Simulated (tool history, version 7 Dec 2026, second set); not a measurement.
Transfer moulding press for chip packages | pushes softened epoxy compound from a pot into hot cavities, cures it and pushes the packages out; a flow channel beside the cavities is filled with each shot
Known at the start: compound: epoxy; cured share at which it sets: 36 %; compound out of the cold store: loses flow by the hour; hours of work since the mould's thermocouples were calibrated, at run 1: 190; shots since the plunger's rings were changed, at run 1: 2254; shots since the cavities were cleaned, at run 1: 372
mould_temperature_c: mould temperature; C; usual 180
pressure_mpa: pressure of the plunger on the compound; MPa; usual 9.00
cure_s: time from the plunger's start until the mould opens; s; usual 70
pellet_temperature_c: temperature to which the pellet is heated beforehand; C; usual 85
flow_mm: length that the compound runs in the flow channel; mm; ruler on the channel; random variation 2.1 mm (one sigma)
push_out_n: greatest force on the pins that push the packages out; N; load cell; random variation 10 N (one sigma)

run	day	mould_temperature_c	pressure_mpa	cure_s	pellet_temperature_c	hours of work since the mould's thermocouples were calibrated	shots since the plunger's rings were changed	shots since the cavities were cleaned	incoming compound's hours out of the cold store	flow_mm	push_out_n
1	0.000	180	9.00	70	85	190	2254	372	23.2	842	852
2	0.588	180	9.00	70	85	196	2404	522	32.5	809	836
3	1.167	180	9.00	70	85	202	2551	669	19.4	849	934
4	1.671	180	7.72	70	85	208	2679	797	17.1	790	957
5	2.329	187	7.72	70	85	215	2847	965	46.0	704	692
# day 2.438: cavities cleaned with cleaning compound and waxed
6	2.892	180	9.00	70	85	220	2973	114	24.2	829	1123
7	3.367	180	9.00	81	85	226	3094	235	32.9	804	820
8	3.762	180	9.00	81	85	230	3195	336	26.8	816	800
# day 4.083: plunger's sealing rings changed
9	4.475	180	9.00	81	85	237	99	491	23.8	866	790
10	5.079	180	9.00	54	85	243	253	645	8.2	916	2083
# day 5.746: cavities cleaned with cleaning compound and waxed, once more
11	5.750	180	7.98	70	85	250	407	1	17.1	830	466
12	6.183	180	7.98	70	85	254	517	111	27.1	799	589
13	6.662	180	9.00	82	85	260	639	233	11.0	896	545
14	7.204	180	9.00	82	85	266	777	371	9.5	904	611
15	7.804	180	9.00	70	85	272	929	523	27.8	847	887
16	8.354	180	9.00	70	85	278	1069	663	29.6	832	930
17	8.908	180	9.00	70	85	284	1211	805	9.9	895	1007
18	9.471	180	10.13	70	85	290	1353	947	11.2	943	1024
# day 9.700: cavities cleaned with cleaning compound and waxed
19	9.833	180	9.00	70	90	294	1429	33	16.9	875	536
20	10.138	176	10.30	81	90	297	1507	111	24.2	909	578
21	10.567	179	7.28	70	81	302	1616	220	31.0	745	758
22	10.925	179	7.28	70	81	305	1707	311	19.2	773	867
23	11.550	178	8.36	70	85	312	1866	470	30.9	794	958
24	12.050	176	10.70	60	85	318	1993	597	22.0	933	1702
25	12.504	176	10.70	60	85	323	2108	712	31.6	901	1729
26	13.004	178	8.93	104	76	328	2235	839	37.2	803	617
# day 13.629: cavities cleaned with cleaning compound and waxed
27	13.658	180	7.55	82	85	335	2387	9	28.0	759	354
28	13.946	181	7.55	82	80	338	2459	81	17.8	784	402
29	14.329	181	7.55	82	80	342	2557	179	14.6	790	492

Measured less the same run without the tool's hidden state. The same run-to-run variation is in both; the gauge's scatter may not be:
The hidden state here: true mould temperature over the reading, C; pressure that reaches the compound, % of what is set; grip of the stained cavities, % over clean ones'; drift of the gauge itself on flow_mm, %; drift of the gauge itself on push_out_n, %.
run	flow_mm	push_out_n
1	-29	+372
2	-31	+400
3	-34	+467
4	-33	+493
5	-32	+366
6	-38	+650
7	-39	+471
8	-41	+459
9	-2	+446
10	-3	+1164
11	-5	+4
12	-6	+138
13	-8	+191
14	-9	+261
15	-11	+419
16	-13	+462
17	-15	+518
18	-18	+538
19	-18	+55
20	-20	+139
21	-17	+269
22	-19	+353
23	-21	+446
24	-27	+841
25	-28	+881
26	-26	+321
27	-27	+14
28	-28	+72
29	-29	+150

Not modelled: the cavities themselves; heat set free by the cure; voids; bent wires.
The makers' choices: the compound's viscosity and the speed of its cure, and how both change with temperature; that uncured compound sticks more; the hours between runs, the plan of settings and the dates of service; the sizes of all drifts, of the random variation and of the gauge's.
